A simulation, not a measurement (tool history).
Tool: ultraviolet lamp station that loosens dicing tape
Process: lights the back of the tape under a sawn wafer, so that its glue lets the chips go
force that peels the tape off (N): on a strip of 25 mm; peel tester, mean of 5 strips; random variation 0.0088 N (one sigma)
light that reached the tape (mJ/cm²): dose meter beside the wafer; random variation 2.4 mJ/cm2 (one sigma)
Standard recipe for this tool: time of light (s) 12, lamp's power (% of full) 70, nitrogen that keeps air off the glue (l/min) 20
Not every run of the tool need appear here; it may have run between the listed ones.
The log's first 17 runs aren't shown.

| run | hour | time of light (s) | lamp's power (% of full) | nitrogen that keeps air off the glue (l/min) | hours of work of the lamp | hours of work since the window was cleaned | force that peels the tape off (N) | light that reached the tape (mJ/cm²) |
|---|---|---|---|---|---|---|---|---|
| 18 | 995.5 | 16 | 70 | 20 | 1466 | 49 | 0.478 | 233 |
| 19 | 1075.9 | 16 | 70 | 20 | 1517 | 100 | 0.512 | 220 |
| 20 | 1145.8 | 16 | 70 | 20 | 1561 | 144 | 0.534 | 218 |
| 21 | 1198.4 | 23 | 70 | 20 | 1594 | 177 | 0.305 | 304 |
| 22 | 1257.8 | 12 | 78 | 20 | 1631 | 214 | 0.742 | 175 |
| 23 | 1296.1 | 20 | 89 | 23 | 1655 | 238 | 0.26 | 320 |
| 24 | 1350.4 | 12 | 79 | 17 | 1690 | 273 | 0.839 | 165 |
|  | 1388.9 | window cleaned of glue's vapour |
| 25 | 1432.6 | 11 | 64 | 20 | 1741 | 28 | 1.047 | 135 |
| 26 | 1489.7 | 11 | 64 | 20 | 1777 | 63 | 1.109 | 130 |
| 27 | 1526.7 | 11 | 64 | 20 | 1800 | 87 | 1.118 | 124 |
| 28 | 1596.8 | 12 | 70 | 28 | 1844 | 131 | 0.819 | 148 |
|  | 1662.2 | lamp changed |
| 29 | 1670.6 | 12 | 70 | 28 | 5 | 177 | 0.333 | 253 |
| 30 | 1748.6 | 12 | 70 | 28 | 54 | 226 | 0.365 | 247 |
| 31 | 1827.3 | 12 | 70 | 18 | 104 | 275 | 0.491 | 238 |
|  | 1862.1 | window cleaned of glue's vapour |
| 32 | 1883.8 | 12 | 86 | 20 | 139 | 14 | 0.275 | 315 |
| 33 | 1971.7 | 13 | 71 | 39 | 195 | 69 | 0.273 | 276 |
| 34 | 2012.5 | 16 | 64 | 20 | 220 | 95 | 0.304 | 296 |
| 35 | 2049.2 | 16 | 64 | 20 | 243 | 118 | 0.313 | 293 |
| 36 | 2126.8 | 16 | 64 | 20 | 292 | 167 | 0.314 | 290 |
| 37 | 2202.1 | 20 | 70 | 7 | 340 | 214 | 0.365 | 384 |
| 38 | 2255.9 | 12 | 75 | 9 | 374 | 248 | 0.695 | 243 |

Alternative continuations, all from the tool just after run 38; predict every row:
| A | 2314.1 | 12 | 94 | 20 | 410 | 285 | ? | ? |
| B | 2314.1 | 9 | 73 | 7 | 410 | 285 | ? | ? |
| C | 2314.1 | 15 | 62 | 9 | 410 | 285 | ? | ? |
| D | 2314.1 | 12 | 63 | 15 | 410 | 285 | ? | ? |
| E | 2314.1 | 15 | 70 | 38 | 410 | 285 | ? | ? |

| run | force that peels the tape off (N) | light that reached the tape (mJ/cm²) |
|---|---|---|
| A | 0.308 | 297 |
| B | 1.182 | 169 |
| C | 0.675 | 246 |
| D | 0.688 | 196 |
| E | 0.255 | 275 |
What these runs would have given with no unlogged condition in the tool:
| run | force that peels the tape off (N) | light that reached the tape (mJ/cm²) |
|---|---|---|
| A | 0.226 | 363 |
| B | 0.931 | 207 |
| C | 0.49 | 300 |
| D | 0.502 | 240 |
| E | 0.191 | 337 |
